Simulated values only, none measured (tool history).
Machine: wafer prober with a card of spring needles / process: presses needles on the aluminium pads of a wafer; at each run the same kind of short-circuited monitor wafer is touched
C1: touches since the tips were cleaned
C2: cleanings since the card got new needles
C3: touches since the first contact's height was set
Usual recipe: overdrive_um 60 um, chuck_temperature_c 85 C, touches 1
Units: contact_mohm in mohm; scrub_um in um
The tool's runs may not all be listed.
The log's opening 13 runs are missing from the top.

At hour 453.3: tips cleaned on abrasive film.
Run 14, hour 455.5: usual settings but chuck_temperature_c 54 C; C1 455; C2 47; C3 81361. Result: contact_mohm 149 mohm, scrub_um 7.43 um.
At hour 478.2: tips cleaned on abrasive film.
At hour 501.6: tips cleaned on abrasive film.
Run 15, hour 501.6: usual settings but overdrive_um 52 um, chuck_temperature_c 54 C; C1 0; C2 49; C3 90837. Result: contact_mohm 152 mohm, scrub_um 6.41 um.
At hour 526.6: tips cleaned on abrasive film.
Run 16, hour 545.4: usual settings but overdrive_um 52 um, chuck_temperature_c 54 C; C1 3868; C2 50; C3 99847. Result: contact_mohm 153 mohm, scrub_um 6.45 um.
At hour 549.7: tips cleaned on abrasive film.
At hour 573.4: tips cleaned on abrasive film.
Run 17, hour 592.5: usual settings but chuck_temperature_c 32 C; C1 3932; C2 52; C3 109522. Result: contact_mohm 144 mohm, scrub_um 7.42 um.
At hour 597.8: tips cleaned on abrasive film.
Run 18, hour 615.9: usual settings but overdrive_um 41 um, touches 2; C1 3742; C2 53; C3 114340. Result: contact_mohm 173 mohm, scrub_um 5.08 um.
At hour 622.4: tips cleaned on abrasive film.
At hour 644.9: tips cleaned on abrasive film.
Run 19, hour 646.7: usual settings but overdrive_um 62 um, chuck_temperature_c 80 C; C1 385; C2 55; C3 120662. Result: contact_mohm 155 mohm, scrub_um 7.63 um.
At hour 668.8: tips cleaned on abrasive film.
Run 20, hour 672.4: usual settings but overdrive_um 46 um, chuck_temperature_c 99 C; C1 757; C2 56; C3 125945. Result: contact_mohm 168 mohm, scrub_um 5.69 um.
At hour 694.9: tips cleaned on abrasive film.
Run 21, hour 699.8: usual settings but overdrive_um 54 um, chuck_temperature_c 46 C; C1 1016; C2 57; C3 131574. Result: contact_mohm 149 mohm, scrub_um 6.69 um.
At hour 718.6: tips cleaned on abrasive film.
Run 22, hour 737.8: usual settings but touches 3; C1 3952; C2 58; C3 139390. Result: contact_mohm 156 mohm, scrub_um 7.46 um.
At hour 741.9: tips cleaned on abrasive film.
At hour 767.5: tips cleaned on abrasive film.
Run 23, hour 773.9: usual settings but chuck_temperature_c 32 C, touches 2; C1 1318; C2 60; C3 146797. Result: contact_mohm 146 mohm, scrub_um 7.41 um.
At hour 792.2: tips cleaned on abrasive film.
Run 24, hour 808.9: usual settings but chuck_temperature_c 59 C, touches 2; C1 3453; C2 61; C3 154008. Result: contact_mohm 153 mohm, scrub_um 7.42 um.
At hour 816.1: tips cleaned on abrasive film.
At hour 832.2: height of the first contact set anew.
At hour 841.2: tips cleaned on abrasive film.
Run 25, hour 843.7: usual settings but chuck_temperature_c 104 C, touches 2; C1 506; C2 63; C3 2354. Result: contact_mohm 159 mohm, scrub_um 7.43 um.
At hour 865: tips cleaned on abrasive film.
At hour 888: tips cleaned on abrasive film.
Run 26, hour 891.6: usual settings but chuck_temperature_c 79 C; C1 744; C2 65; C3 12198. Result: contact_mohm 154 mohm, scrub_um 7.4 um.
At hour 913.1: tips cleaned on abrasive film.
Run 27, hour 916.9: usual settings but overdrive_um 42 um, chuck_temperature_c 58 C; C1 785; C2 66; C3 17395. Result: contact_mohm 166 mohm, scrub_um 5.19 um.
At hour 937.3: tips cleaned on abrasive film.
At hour 959.8: tips cleaned on abrasive film.
Run 28, hour 961.7: usual settings but overdrive_um 57 um, touches 2; C1 390; C2 68; C3 26600. Result: contact_mohm 156 mohm, scrub_um 7.07 um.
At hour 984.8: tips cleaned on abrasive film.
Run 29, hour 1002.9: usual settings but overdrive_um 57 um, touches 2; C1 3733; C2 69; C3 35087. Result: contact_mohm 157 mohm, scrub_um 7.05 um.
At hour 1010.8: tips cleaned on abrasive film.
At hour 1033.8: tips cleaned on abrasive film.
Run 30, hour 1051.2: usual settings but overdrive_um 57 um, touches 2; C1 3592; C2 71; C3 45004. Result: contact_mohm 157 mohm, scrub_um 7.02 um.
At hour 1058.2: tips cleaned on abrasive film.
At hour 1082.8: tips cleaned on abrasive film.
Run 31, hour 1096.5: usual settings but overdrive_um 57 um, touches 2; C1 2845; C2 73; C3 54328. Result: contact_mohm 158 mohm, scrub_um 7.04 um.

Here are 3 independent what-if runs from the current tool condition. What would each one return?
At hour 1108.2: tips cleaned on abrasive film.
Run A, hour 1126: usual settings but overdrive_um 53 um, chuck_temperature_c 89 C, touches 2; C1 3670; C2 74; C3 60390. Result: contact_mohm ?, scrub_um ?.
At hour 1108.2: tips cleaned on abrasive film.
Run B, hour 1126: usual settings but overdrive_um 43 um, chuck_temperature_c 42 C; C1 3670; C2 74; C3 60390. Result: contact_mohm ?, scrub_um ?.
At hour 1108.2: tips cleaned on abrasive film.
Run C, hour 1126: usual settings but overdrive_um 57 um, touches 2; C1 3670; C2 74; C3 60390. Result: contact_mohm ?, scrub_um ?.

run  contact_mohm  scrub_um
  A           165      6.49
  B           160      5.34
  C           157      7.04
Without the tool's hidden state the same runs would have given:
run  contact_mohm  scrub_um
  A           165      6.49
  B           159      5.34
  C           157      7.04
